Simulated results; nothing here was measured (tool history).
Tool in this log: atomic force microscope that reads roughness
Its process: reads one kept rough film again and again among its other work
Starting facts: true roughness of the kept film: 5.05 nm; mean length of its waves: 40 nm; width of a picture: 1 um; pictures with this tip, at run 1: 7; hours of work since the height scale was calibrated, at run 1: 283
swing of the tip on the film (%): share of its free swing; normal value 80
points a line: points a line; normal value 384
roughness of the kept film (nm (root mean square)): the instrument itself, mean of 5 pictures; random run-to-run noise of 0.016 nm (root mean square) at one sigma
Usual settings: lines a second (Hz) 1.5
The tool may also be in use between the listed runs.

run     day  lines a second (Hz)  swing of the tip on the film (%)  points a line  pictures with this tip  hours of work since the height scale was calibrated  roughness of the kept film (nm (root mean square))
  1       0                  1.5                                80            384                       7                                                  283                                               3.935
  2   1.679                 2.44                                80            384                      67                                                  312                                               3.597
  3   3.796                 2.44                                80            384                     142                                                  348                                                3.53
  4   5.017                 2.44                                80            384                     185                                                  368                                               3.498
  5   6.962                  1.5                                64            384                     254                                                  401                                               4.042
  6   8.367                  1.5                                64            384                     304                                                  425                                               4.036
      9.729  -- new tip fitted
  7   9.879                  1.5                                64            384                       5                                                  451                                                4.27
  8  11.062                  1.5                                64            384                      47                                                  471                                               4.227
  9  12.996                 3.59                                64            384                     116                                                  504                                               3.837
 10   14.95                 1.52                                80            384                     185                                                  537                                               3.751
 11  16.717                  1.5                                80            382                     248                                                  567                                               3.724
 12    18.6                  1.5                                80            382                     315                                                  599                                               3.623
     19.667  -- new tip fitted
 13  20.304                  1.5                                80            382                      22                                                  628                                               3.917
 14  21.775                  1.5                                80            382                      75                                                  653                                               3.885
 15  23.925                  1.5                                59            384                     151                                                  689                                               4.208
 16  25.883                  1.5                                83            384                     220                                                  723                                               3.644
 17  27.229                  1.5                                83            384                     268                                                  745                                               3.617
 18  28.375                  1.5                                83            384                     309                                                  765                                               3.592
 19  29.275                  1.5                                83            596                     341                                                  780                                               3.548
     29.629  -- new tip fitted
 20  30.692                  1.5                                83            596                      37                                                  804                                                3.82
 21  31.617                  1.5                                88            384                      70                                                  820                                                3.63
 22  33.333                  1.5                                80            384                     131                                                  849                                               3.833
 23  34.225                  1.5                                80            384                     163                                                  864                                                3.77
 24  35.642                  1.5                                80            384                     213                                                  888                                               3.723
 25  37.621                  1.5                                80            384                     283                                                  922                                               3.665
 26  38.862                  1.5                                79            384                     327                                                  943                                                3.64
     39.629  -- new tip fitted
 27  40.433                 1.62                                61            445                      28                                                  969                                                4.29
 28   42.05                 0.59                                63            512                      86                                                  997                                               4.375
 29  44.088                  1.5                                61            384                     158                                                 1031                                               4.141
 30  45.179                  1.5                                61            384                     197                                                 1050                                               4.118
 31  47.246                  1.5                                61            384                     270                                                 1085                                               4.039
 32  48.329                  1.5                                61            384                     309                                                 1104                                               4.026
     49.604  -- new tip fitted
 33  49.704                 2.97                                63            483                       4                                                 1127                                               4.063
 34  51.429                  1.5                                84            330                      65                                                 1156                                               3.706
 35  52.829                 2.06                                80            618                     114                                                 1180                                                3.61
 36  53.867                 3.24                                80            592                     151                                                 1197                                               3.258
 37  55.067                 2.11                                78            609                     194                                                 1218                                                3.59
 38  56.721                  1.5                                80            339                     253                                                 1246                                               3.691
 39  58.296                  1.5                                80            555                     308                                                 1273                                               3.683
     59.517  -- new tip fitted
 40  59.562                  1.5                                80            555                       2                                                 1294                                               3.904
 41  60.979                    2                                80            349                      52                                                 1318                                               3.671
 42  62.988                 1.36                                85            686                     123                                                 1352                                               3.707
 43  63.975                 1.36                                85            686                     158                                                 1369                                               3.713
 44  65.975                 1.93                                80            686                     229                                                 1403                                               3.578
 45  67.379                 1.93                                80            686                     279                                                 1427                                               3.511
 46  69.083                 2.02                                62            283                     340                                                 1456                                               3.871
     69.475  -- new tip fitted
 47  71.033                 1.34                                59            291                      55                                                 1489                                               4.303
 48  72.996                 1.34                                59            291                     125                                                 1522                                               4.237
 49    73.9                 3.94                                63            275                     157                                                 1538                                               3.726
 50   75.45                 3.94                                63            275                     212                                                 1564                                               3.678
 51  76.333                 0.63                                77            267                     243                                                 1579                                                4.04
 52  77.675                 0.63                                77            267                     291                                                 1602                                               3.963

Predict each of these 3 candidate next runs independently; none follows another, all start after run 52:
  A  78.579                  2.9                                80            914                     323                                                 1617                                                   ?
  B  78.579                 1.34                                60            816                     323                                                 1617                                                   ?
  C  78.579                 3.03                                77            500                     323                                                 1617                                                   ?

run  roughness of the kept film (nm (root mean square))
  A                                               3.191
  B                                               4.042
  C                                               3.295
What these runs would have given with no unlogged condition in the tool:
run  roughness of the kept film (nm (root mean square))
  A                                               3.519
  B                                               4.457
  C                                               3.634
